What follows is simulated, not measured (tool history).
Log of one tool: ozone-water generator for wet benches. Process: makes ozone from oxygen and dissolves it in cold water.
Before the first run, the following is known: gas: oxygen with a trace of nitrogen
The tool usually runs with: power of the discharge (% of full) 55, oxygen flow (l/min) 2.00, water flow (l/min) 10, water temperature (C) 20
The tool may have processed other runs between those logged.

run,hour,power of the discharge (% of full),oxygen flow (l/min),water flow (l/min),water temperature (C),dissolved ozone (ppm),ozone in the gas ahead of the water (g/m3)
1,0.0,55,2.00,10,20,14.3,177.8
2,100.7,54,2.00,10,20,14.0,172.4
3,180.1,55,2.00,13,20,10.9,175.1
4,261.0,55,2.00,10,20,14.1,173.8
5,346.8,55,2.00,10,20,14.0,174.6
6,407.2,55,2.00,10,20,14.0,173.6
7,459.3,55,2.00,10,20,14.1,174.8
8,558.2,55,2.37,10,20,13.9,157.5
9,619.7,55,2.00,10,24,13.2,170.3
10,679.8,55,2.00,10,20,13.9,171.0
11,753.3,55,2.00,10,15,14.8,170.9
12,842.6,55,2.00,10,15,14.7,170.2
13,939.1,55,2.00,10,15,14.6,170.6
14,1003.9,55,2.00,10,15,14.6,170.5
15,1090.4,55,2.00,10,15,14.4,170.0
# hour 1156.7: contactor cleaned
16,1202.0,55,2.00,10,20,14.7,170.4
17,1256.7,55,2.00,10,20,14.4,169.0
18,1351.3,55,2.00,8,21,17.5,168.3
19,1454.5,55,3.13,8,27,15.2,133.1
20,1506.0,63,1.75,11,19,14.7,201.6
# hour 1514.7: water thermometer calibrated
21,1616.1,63,1.75,6,19,24.6,198.8
22,1732.4,63,1.75,6,19,24.3,198.6
23,1846.8,55,1.84,7,20,19.3,173.7
24,1893.8,55,1.09,10,13,13.8,228.7
25,1962.1,55,1.09,10,13,13.7,226.7
# hour 2062.9: water thermometer calibrated, once more
26,2071.2,55,2.00,10,18,14.6,163.3
27,2137.3,55,2.00,10,18,14.3,166.2
28,2206.8,55,2.00,13,20,10.9,164.0
29,2283.3,71,3.07,10,15,18.4,157.6
30,2377.6,43,1.02,10,12,10.9,192.8
31,2425.8,43,2.79,12,15,10.6,112.5
32,2516.0,54,1.97,15,12,9.6,161.7
33,2602.4,54,1.97,15,12,9.6,160.7

Each row is a separate what-if for the run after 33, all from the same tool condition, not one after another. Results?
A,2694.9,89,2.00,7,21,?,?
B,2694.9,54,1.29,15,25,?,?
C,2694.9,89,1.97,7,23,?,?

run,dissolved ozone (ppm),ozone in the gas ahead of the water (g/m3)
A,26.0,232.8
B,7.9,201.6
C,25.2,232.9
Without the tool's unlogged condition, the same runs would have read:
run,dissolved ozone (ppm),ozone in the gas ahead of the water (g/m3)
A,34.8,303.2
B,9.7,239.5
C,33.8,303.5
